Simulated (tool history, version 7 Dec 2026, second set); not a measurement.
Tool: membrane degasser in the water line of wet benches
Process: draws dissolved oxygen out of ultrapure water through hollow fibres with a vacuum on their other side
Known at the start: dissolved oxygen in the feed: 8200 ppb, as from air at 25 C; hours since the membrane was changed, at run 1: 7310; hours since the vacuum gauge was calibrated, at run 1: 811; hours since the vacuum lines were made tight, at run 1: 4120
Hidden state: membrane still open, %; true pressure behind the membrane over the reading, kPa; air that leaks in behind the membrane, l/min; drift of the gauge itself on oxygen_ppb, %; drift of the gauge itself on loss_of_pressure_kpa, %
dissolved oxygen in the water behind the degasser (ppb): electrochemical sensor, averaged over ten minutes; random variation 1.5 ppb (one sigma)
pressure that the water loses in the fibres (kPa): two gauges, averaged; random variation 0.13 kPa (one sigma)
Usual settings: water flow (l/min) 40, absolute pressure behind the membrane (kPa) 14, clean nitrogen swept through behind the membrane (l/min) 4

run,hour,water flow (l/min),absolute pressure behind the membrane (kPa),clean nitrogen swept through behind the membrane (l/min),hours since the membrane was changed,hours since the vacuum gauge was calibrated,hours since the vacuum lines were made tight,dissolved oxygen in the water behind the degasser (ppb),pressure that the water loses in the fibres (kPa)
1,0,40,14,4,7310,811,4120,337.1,35.76
2,219.8,40,14,4,7530,1031,4340,337.6,35.96
3,474.6,40,14,4,7785,1285,4594,336.4,35.9
4,746.9,40,14,4,8057,1558,4867,338.2,35.94
5,1046.9,40,14,4,8357,1858,5167,338.6,35.85
6,1306.6,40,14,4,8617,2117,5426,337.9,36.13
7,1544.1,40,14,4,8854,2355,5664,340.4,36.12
8,1867.5,30,14,4,9178,2678,5987,227.5,26.94
9,2052.8,40,14,1.94,9363,2864,6172,558.2,36.05
10,2382.1,42,9.7,1.94,9692,3193,6502,403,38.16

The next listed run, before its measurement:
11,2562.4,40,8.9,4,9873,3373,6682,?,?

Run 11 gave dissolved oxygen in the water behind the degasser (ppb) 228.3, pressure that the water loses in the fibres (kPa) 36.34.
Without the tool's hidden state the same run would have given dissolved oxygen in the water behind the degasser (ppb) 212.2, pressure that the water loses in the fibres (kPa) 34.98.
